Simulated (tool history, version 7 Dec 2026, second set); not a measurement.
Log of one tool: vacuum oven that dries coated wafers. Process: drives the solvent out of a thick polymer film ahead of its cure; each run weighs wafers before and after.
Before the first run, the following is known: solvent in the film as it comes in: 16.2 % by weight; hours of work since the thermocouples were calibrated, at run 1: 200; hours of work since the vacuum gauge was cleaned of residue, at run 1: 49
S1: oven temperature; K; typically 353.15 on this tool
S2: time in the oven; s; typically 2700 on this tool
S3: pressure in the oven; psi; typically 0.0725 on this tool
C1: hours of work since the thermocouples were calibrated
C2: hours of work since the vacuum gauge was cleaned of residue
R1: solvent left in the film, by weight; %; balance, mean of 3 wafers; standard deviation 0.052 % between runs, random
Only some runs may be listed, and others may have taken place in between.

run 1 day=0.000 | S1=353.15 S2=2700 S3=0.0725 | C1=200 C2=49 | R1=1.49
run 2 day=0.367 | S1=353.15 S2=2700 S3=0.2705 | C1=204 C2=52 | R1=2.68
run 3 day=0.912 | S1=353.15 S2=2700 S3=0.2705 | C1=210 C2=58 | R1=2.61
run 4 day=1.367 | S1=353.15 S2=2700 S3=0.2389 | C1=214 C2=63 | R1=2.56
run 5 day=1.696 | S1=353.15 S2=2700 S3=0.1424 | C1=218 C2=66 | R1=1.88
run 6 day=2.071 | S1=353.15 S2=2700 S3=0.1424 | C1=222 C2=70 | R1=1.82
run 7 day=2.571 | S1=353.15 S2=2700 S3=0.0725 | C1=227 C2=76 | R1=1.46
run 8 day=2.908 | S1=353.15 S2=2640 S3=0.0725 | C1=231 C2=79 | R1=1.52
run 9 day=3.317 | S1=353.15 S2=2640 S3=0.0725 | C1=235 C2=83 | R1=1.47
run 10 day=3.654 | S1=353.15 S2=2640 S3=0.0725 | C1=238 C2=87 | R1=1.53
run 11 day=4.104 | S1=353.15 S2=2640 S3=0.0725 | C1=243 C2=92 | R1=1.57
run 12 day=4.638 | S1=353.15 S2=3360 S3=0.0725 | C1=249 C2=97 | R1=1.01
run 13 day=4.917 | S1=353.15 S2=3360 S3=0.0725 | C1=252 C2=100 | R1=0.93
run 14 day=5.483 | S1=353.15 S2=3360 S3=0.0725 | C1=258 C2=106 | R1=1.09
run 15 day=5.775 | S1=353.15 S2=3360 S3=0.0725 | C1=261 C2=109 | R1=1.10
run 16 day=6.183 | S1=353.15 S2=3360 S3=0.0725 | C1=265 C2=113 | R1=1.00
run 17 day=6.467 | S1=353.15 S2=1800 S3=0.0725 | C1=268 C2=116 | R1=2.75
run 18 day=6.742 | S1=353.15 S2=1800 S3=0.0725 | C1=271 C2=119 | R1=2.90
run 19 day=7.350 | S1=353.15 S2=1800 S3=0.0725 | C1=277 C2=126 | R1=2.79
run 20 day=7.742 | S1=353.15 S2=1800 S3=0.0725 | C1=281 C2=130 | R1=2.89
run 21 day=8.325 | S1=353.15 S2=1800 S3=0.0725 | C1=287 C2=136 | R1=2.71
run 22 day=8.662 | S1=342.15 S2=2700 S3=0.0725 | C1=291 C2=139 | R1=4.29
run 23 day=9.183 | S1=353.15 S2=2700 S3=0.0725 | C1=296 C2=145 | R1=1.55
run 24 day=9.500 | S1=346.15 S2=2040 S3=0.1685 | C1=300 C2=148 | R1=5.14
run 25 day=9.758 | S1=346.15 S2=2040 S3=0.1685 | C1=302 C2=151 | R1=4.96
run 26 day=10.125 | S1=363.15 S2=1320 S3=0.0808 | C1=306 C2=155 | R1=1.63
run 27 day=10.704 | S1=345.15 S2=2040 S3=0.1492 | C1=312 C2=161 | R1=5.26
run 28 day=11.171 | S1=353.15 S2=3960 S3=0.0725 | C1=317 C2=165 | R1=0.79
run 29 day=11.438 | S1=353.15 S2=2700 S3=0.0555 | C1=320 C2=168 | R1=1.39
run 30 day=11.954 | S1=353.15 S2=2700 S3=0.0555 | C1=325 C2=174 | R1=1.41
run 31 day=12.212 | S1=361.15 S2=2700 S3=0.1907 | C1=328 C2=176 | R1=1.11
run 32 day=12.688 | S1=361.15 S2=2700 S3=0.1907 | C1=333 C2=181 | R1=1.12
run 33 day=13.200 | S1=361.15 S2=2700 S3=0.1907 | C1=338 C2=187 | R1=1.20
run 34 day=13.712 | S1=361.15 S2=2700 S3=0.1907 | C1=344 C2=192 | R1=1.11
run 35 day=14.042 | S1=353.15 S2=1860 S3=0.2689 | C1=347 C2=196 | R1=3.80
run 36 day=14.321 | S1=353.15 S2=4380 S3=0.2689 | C1=350 C2=198 | R1=1.94
run 37 day=14.946 | S1=353.15 S2=4380 S3=0.2689 | C1=356 C2=205 | R1=2.00
run 38 day=15.288 | S1=355.15 S2=4380 S3=0.1083 | C1=360 C2=209 | R1=0.90
run 39 day=15.742 | S1=341.15 S2=3840 S3=0.2221 | C1=365 C2=213 | R1=4.70
run 40 day=16.050 | S1=341.15 S2=3840 S3=0.2221 | C1=368 C2=217 | R1=4.72
run 41 day=16.579 | S1=341.15 S2=3840 S3=0.2221 | C1=374 C2=222 | R1=4.71
run 42 day=16.871 | S1=353.15 S2=2700 S3=0.1133 | C1=377 C2=225 | R1=1.85
run 43 day=17.383 | S1=367.15 S2=2700 S3=0.1067 | C1=382 C2=230 | R1=0.41
run 44 day=17.867 | S1=364.15 S2=2520 S3=0.2667 | C1=387 C2=236 | R1=1.29
run 45 day=18.433 | S1=364.15 S2=2520 S3=0.2667 | C1=393 C2=241 | R1=1.33
run 46 day=19.046 | S1=368.15 S2=2700 S3=0.0747 | C1=399 C2=248 | R1=0.34

Results per run with the tool's hidden condition removed, run-to-run variation unchanged:
What the log doesn't record here: true wafer temperature over the reading, C; true pressure over the reading, kPa; drift of the gauge itself on solvent_pct, %.
run=1 R1=1.40
run=2 R1=2.57
run=3 R1=2.50
run=4 R1=2.44
run=5 R1=1.77
run=6 R1=1.71
run=7 R1=1.36
run=8 R1=1.40
run=9 R1=1.36
run=10 R1=1.41
run=11 R1=1.45
run=12 R1=0.92
run=13 R1=0.84
run=14 R1=1.00
run=15 R1=1.01
run=16 R1=0.91
run=17 R1=2.57
run=18 R1=2.72
run=19 R1=2.61
run=20 R1=2.70
run=21 R1=2.53
run=22 R1=4.06
run=23 R1=1.41
run=24 R1=4.90
run=25 R1=4.72
run=26 R1=1.49
run=27 R1=5.00
run=28 R1=0.70
run=29 R1=1.24
run=30 R1=1.26
run=31 R1=1.03
run=32 R1=1.03
run=33 R1=1.12
run=34 R1=1.02
run=35 R1=3.57
run=36 R1=1.82
run=37 R1=1.88
run=38 R1=0.81
run=39 R1=4.40
run=40 R1=4.42
run=41 R1=4.40
run=42 R1=1.67
run=43 R1=0.36
run=44 R1=1.20
run=45 R1=1.24
run=46 R1=0.29

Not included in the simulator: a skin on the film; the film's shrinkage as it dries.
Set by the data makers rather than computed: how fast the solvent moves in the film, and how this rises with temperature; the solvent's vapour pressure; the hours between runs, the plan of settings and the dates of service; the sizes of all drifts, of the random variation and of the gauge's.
